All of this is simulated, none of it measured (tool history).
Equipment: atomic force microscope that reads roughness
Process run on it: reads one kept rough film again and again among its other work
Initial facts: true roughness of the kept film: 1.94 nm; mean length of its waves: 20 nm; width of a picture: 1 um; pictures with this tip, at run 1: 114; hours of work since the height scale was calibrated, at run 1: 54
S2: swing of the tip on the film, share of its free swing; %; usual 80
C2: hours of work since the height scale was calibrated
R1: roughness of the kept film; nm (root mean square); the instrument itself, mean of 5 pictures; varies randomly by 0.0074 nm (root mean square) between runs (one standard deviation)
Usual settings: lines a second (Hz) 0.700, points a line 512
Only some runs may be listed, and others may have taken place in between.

run 1 day=0.000 | lines_a_second_(Hz)=0.700 S2=80 points_a_line=512 | pictures_with_this_tip=114 C2=54 | R1=1.189
-- day=0.654 new tip fitted
run 2 day=1.250 | lines_a_second_(Hz)=0.700 S2=80 points_a_line=953 | pictures_with_this_tip=24 C2=72 | R1=1.479
run 3 day=3.279 | lines_a_second_(Hz)=0.700 S2=80 points_a_line=953 | pictures_with_this_tip=104 C2=102 | R1=1.227
-- day=4.179 new tip fitted
run 4 day=4.554 | lines_a_second_(Hz)=0.700 S2=80 points_a_line=953 | pictures_with_this_tip=15 C2=120 | R1=1.502
run 5 day=5.471 | lines_a_second_(Hz)=0.700 S2=80 points_a_line=953 | pictures_with_this_tip=51 C2=133 | R1=1.375
run 6 day=7.408 | lines_a_second_(Hz)=0.700 S2=80 points_a_line=953 | pictures_with_this_tip=127 C2=161 | R1=1.164
-- day=7.704 new tip fitted
run 7 day=8.850 | lines_a_second_(Hz)=3.394 S2=86 points_a_line=452 | pictures_with_this_tip=45 C2=182 | R1=1.170
run 8 day=10.496 | lines_a_second_(Hz)=0.600 S2=73 points_a_line=512 | pictures_with_this_tip=110 C2=206 | R1=1.209
-- day=10.629 height scale calibrated on a step standard
-- day=11.292 new tip fitted
run 9 day=12.792 | lines_a_second_(Hz)=0.545 S2=61 points_a_line=857 | pictures_with_this_tip=60 C2=31 | R1=1.370
run 10 day=14.571 | lines_a_second_(Hz)=0.707 S2=82 points_a_line=512 | pictures_with_this_tip=130 C2=57 | R1=1.152
-- day=14.771 new tip fitted
run 11 day=15.950 | lines_a_second_(Hz)=2.980 S2=55 points_a_line=570 | pictures_with_this_tip=47 C2=77 | R1=1.377
run 12 day=17.162 | lines_a_second_(Hz)=1.503 S2=80 points_a_line=570 | pictures_with_this_tip=95 C2=94 | R1=1.206

Below are 3 alternative next runs, each starting from the tool's condition after run 12. Predict each:
-- day=18.208 new tip fitted
-- day=18.417 height scale calibrated on a step standard, once more
run A day=19.242 | lines_a_second_(Hz)=0.700 S2=76 points_a_line=512 | pictures_with_this_tip=39 C2=12 | R1=?
-- day=18.208 new tip fitted
-- day=18.417 height scale calibrated on a step standard, once more
run B day=19.242 | lines_a_second_(Hz)=0.700 S2=80 points_a_line=263 | pictures_with_this_tip=39 C2=12 | R1=?
-- day=18.208 new tip fitted
-- day=18.417 height scale calibrated on a step standard, once more
run C day=19.242 | lines_a_second_(Hz)=1.373 S2=80 points_a_line=997 | pictures_with_this_tip=39 C2=12 | R1=?

run=A R1=1.426
run=B R1=1.376
run=C R1=1.373
Without the tool's unlogged condition, the same runs would have read:
run=A R1=1.575
run=B R1=1.521
run=C R1=1.517
